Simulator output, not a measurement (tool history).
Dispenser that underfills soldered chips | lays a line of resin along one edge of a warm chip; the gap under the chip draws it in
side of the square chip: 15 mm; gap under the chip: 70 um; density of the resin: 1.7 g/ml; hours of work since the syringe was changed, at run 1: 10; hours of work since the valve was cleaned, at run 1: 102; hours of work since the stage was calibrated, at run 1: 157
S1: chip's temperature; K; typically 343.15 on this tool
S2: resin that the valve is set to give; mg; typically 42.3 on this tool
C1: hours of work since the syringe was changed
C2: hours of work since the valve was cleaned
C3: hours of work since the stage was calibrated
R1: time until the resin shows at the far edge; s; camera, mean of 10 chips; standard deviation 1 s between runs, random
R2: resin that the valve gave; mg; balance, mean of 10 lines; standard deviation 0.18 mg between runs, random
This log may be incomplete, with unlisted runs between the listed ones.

{"run": 1, "hour": 0.0, "S1": 343.15, "S2": 42.3, "C1": 10, "C2": 102, "C3": 157, "R1": 215.0, "R2": 39.43}
{"hour": 2.0, "done": "new syringe of resin"}
{"run": 2, "hour": 4.2, "S1": 343.15, "S2": 42.5, "C1": 2, "C2": 105, "C3": 160, "R1": 115.5, "R2": 39.47}
{"run": 3, "hour": 8.1, "S1": 343.15, "S2": 51.0, "C1": 4, "C2": 107, "C3": 163, "R1": 135.3, "R2": 47.08}
{"run": 4, "hour": 11.9, "S1": 343.15, "S2": 51.0, "C1": 7, "C2": 110, "C3": 166, "R1": 166.2, "R2": 46.86}
{"run": 5, "hour": 14.8, "S1": 343.15, "S2": 51.0, "C1": 9, "C2": 112, "C3": 167, "R1": 192.9, "R2": 46.94}
{"run": 6, "hour": 17.2, "S1": 343.15, "S2": 51.0, "C1": 11, "C2": 114, "C3": 169, "R1": 216.6, "R2": 46.65}
{"hour": 18.7, "done": "new syringe of resin"}
{"run": 7, "hour": 22.6, "S1": 329.15, "S2": 51.0, "C1": 3, "C2": 117, "C3": 173, "R1": 220.9, "R2": 46.89}
{"run": 8, "hour": 27.5, "S1": 329.15, "S2": 51.0, "C1": 6, "C2": 121, "C3": 176, "R1": 285.3, "R2": 46.31}
{"run": 9, "hour": 32.2, "S1": 329.15, "S2": 50.0, "C1": 9, "C2": 124, "C3": 180, "R1": 352.0, "R2": 45.52}
{"hour": 35.0, "done": "new syringe of resin"}
{"run": 10, "hour": 35.0, "S1": 329.15, "S2": 50.0, "C1": 0, "C2": 126, "C3": 181, "R1": 182.3, "R2": 45.24}
{"run": 11, "hour": 37.8, "S1": 329.15, "S2": 50.0, "C1": 2, "C2": 128, "C3": 183, "R1": 206.0, "R2": 45.2}
{"run": 12, "hour": 41.5, "S1": 342.15, "S2": 42.3, "C1": 5, "C2": 130, "C3": 186, "R1": 154.4, "R2": 38.34}
{"hour": 43.8, "done": "dispensing valve cleaned and set on the balance"}
{"run": 13, "hour": 46.9, "S1": 342.15, "S2": 42.3, "C1": 8, "C2": 2, "C3": 189, "R1": 188.8, "R2": 42.21}
{"run": 14, "hour": 51.8, "S1": 342.15, "S2": 42.3, "C1": 11, "C2": 6, "C3": 192, "R1": 241.8, "R2": 42.19}
{"hour": 52.3, "done": "new syringe of resin"}
{"run": 15, "hour": 56.2, "S1": 352.15, "S2": 48.9, "C1": 3, "C2": 9, "C3": 195, "R1": 91.1, "R2": 48.92}
{"run": 16, "hour": 58.9, "S1": 330.15, "S2": 44.7, "C1": 5, "C2": 10, "C3": 197, "R1": 243.8, "R2": 44.41}
{"run": 17, "hour": 63.1, "S1": 329.15, "S2": 43.1, "C1": 8, "C2": 13, "C3": 200, "R1": 317.4, "R2": 42.73}
{"run": 18, "hour": 67.7, "S1": 332.15, "S2": 54.0, "C1": 11, "C2": 17, "C3": 203, "R1": 349.2, "R2": 53.53}
{"hour": 68.6, "done": "new syringe of resin"}
{"run": 19, "hour": 71.7, "S1": 352.15, "S2": 54.0, "C1": 2, "C2": 19, "C3": 206, "R1": 87.2, "R2": 53.07}
{"run": 20, "hour": 75.4, "S1": 352.15, "S2": 54.0, "C1": 5, "C2": 22, "C3": 208, "R1": 103.9, "R2": 52.85}
{"run": 21, "hour": 79.9, "S1": 352.15, "S2": 54.0, "C1": 8, "C2": 25, "C3": 212, "R1": 130.6, "R2": 53.24}
{"run": 22, "hour": 82.4, "S1": 338.15, "S2": 42.3, "C1": 10, "C2": 27, "C3": 213, "R1": 258.8, "R2": 41.49}
{"hour": 85.0, "done": "new syringe of resin"}
{"run": 23, "hour": 87.5, "S1": 338.15, "S2": 42.3, "C1": 2, "C2": 30, "C3": 217, "R1": 146.4, "R2": 41.38}
{"run": 24, "hour": 92.9, "S1": 347.15, "S2": 36.3, "C1": 6, "C2": 34, "C3": 221, "R1": 142.7, "R2": 35.74}
{"run": 25, "hour": 97.0, "S1": 335.15, "S2": 41.7, "C1": 8, "C2": 37, "C3": 223, "R1": 262.1, "R2": 40.68}
{"run": 26, "hour": 100.7, "S1": 335.15, "S2": 41.7, "C1": 11, "C2": 39, "C3": 226, "R1": 318.6, "R2": 40.5}
{"hour": 101.4, "done": "new syringe of resin"}
{"run": 27, "hour": 103.3, "S1": 335.15, "S2": 41.7, "C1": 1, "C2": 41, "C3": 228, "R1": 159.8, "R2": 40.36}

Below are 5 alternative next runs, each starting from the tool's condition after run 27. Predict each:
{"run": "A", "hour": 107.8, "S1": 358.15, "S2": 51.3, "C1": 4, "C2": 44, "C3": 231, "R1": "?", "R2": "?"}
{"run": "B", "hour": 107.8, "S1": 340.15, "S2": 50.3, "C1": 4, "C2": 44, "C3": 231, "R1": "?", "R2": "?"}
{"run": "C", "hour": 107.8, "S1": 345.15, "S2": 51.1, "C1": 4, "C2": 44, "C3": 231, "R1": "?", "R2": "?"}
{"run": "D", "hour": 107.8, "S1": 351.15, "S2": 42.6, "C1": 4, "C2": 44, "C3": 231, "R1": "?", "R2": "?"}
{"run": "E", "hour": 107.8, "S1": 330.15, "S2": 41.0, "C1": 4, "C2": 44, "C3": 231, "R1": "?", "R2": "?"}

run=A R1=82.0 R2=49.73
run=B R1=162.9 R2=49.01
run=C R1=133.4 R2=49.68
run=D R1=107.9 R2=41.46
run=E R1=239.7 R2=39.70
With the hidden condition removed and each run's random variation left untouched, the same runs would have given:
run=A R1=56.2 R2=51.32
run=B R1=111.0 R2=50.57
run=C R1=91.2 R2=51.26
run=D R1=73.6 R2=42.78
run=E R1=162.3 R2=40.96
